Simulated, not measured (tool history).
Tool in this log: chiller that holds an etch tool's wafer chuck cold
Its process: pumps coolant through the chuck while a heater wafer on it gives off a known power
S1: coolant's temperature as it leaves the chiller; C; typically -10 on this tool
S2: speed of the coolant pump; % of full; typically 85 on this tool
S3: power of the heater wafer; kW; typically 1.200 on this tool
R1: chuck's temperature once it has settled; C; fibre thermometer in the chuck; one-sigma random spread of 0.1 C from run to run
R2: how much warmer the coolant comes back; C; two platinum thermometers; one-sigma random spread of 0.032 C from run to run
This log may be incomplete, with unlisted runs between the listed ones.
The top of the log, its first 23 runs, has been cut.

Run 24, day 24.850: usual settings but S2 75 % of full, S3 0.904 kW. Result: R1 -0.3 C, R2 3.27 C.
Run 25, day 25.925: usual settings but S1 -18 C, S2 67 % of full, S3 0.641 kW. Result: R1 -10.6 C, R2 2.63 C.
Run 26, day 26.704: usual settings but S2 84 % of full. Result: R1 1.5 C, R2 3.88 C.
Run 27, day 27.662: usual settings but S1 -13 C, S2 84 % of full. Result: R1 -1.3 C, R2 3.93 C.
Run 28, day 28.333: usual settings but S1 -13 C, S2 84 % of full. Result: R1 -1.3 C, R2 3.99 C.
Run 29, day 29.692: usual settings but S1 -13 C, S2 84 % of full. Result: R1 -1.3 C, R2 3.95 C.
Run 30, day 30.600: usual settings but S1 -15 C, S2 65 % of full, S3 1.198 kW. Result: R1 -0.5 C, R2 5.05 C.
Run 31, day 31.933: usual settings but S1 -2 C, S2 65 % of full, S3 1.198 kW. Result: R1 12.4 C, R2 5.04 C.

Below are 5 alternative next runs, each starting from the tool's condition after run 31. Predict each:
Run A, day 32.808: usual settings but S1 -6 C, S2 100 % of full. Result: R1 ?, R2 ?.
Run B, day 32.808: usual settings but S1 -12 C, S2 81 % of full. Result: R1 ?, R2 ?.
Run C, day 32.808: usual settings but S1 -2 C, S2 65 % of full, S3 1.122 kW. Result: R1 ?, R2 ?.
Run D, day 32.808: usual settings but S1 -2 C, S2 65 % of full, S3 1.349 kW. Result: R1 ?, R2 ?.
Run E, day 32.808: usual settings but S1 -2 C, S2 75 % of full, S3 1.198 kW. Result: R1 ?, R2 ?.

run    R1    R2
  A   4.3  3.30
  B   0.1  4.08
  C  11.4  4.72
  D  14.0  5.66
  E  10.9  4.40
With no hidden state in the tool, these same runs would have given:
run    R1    R2
  A   3.8  3.20
  B  -0.5  3.97
  C  10.8  4.59
  D  13.2  5.50
  E  10.3  4.27

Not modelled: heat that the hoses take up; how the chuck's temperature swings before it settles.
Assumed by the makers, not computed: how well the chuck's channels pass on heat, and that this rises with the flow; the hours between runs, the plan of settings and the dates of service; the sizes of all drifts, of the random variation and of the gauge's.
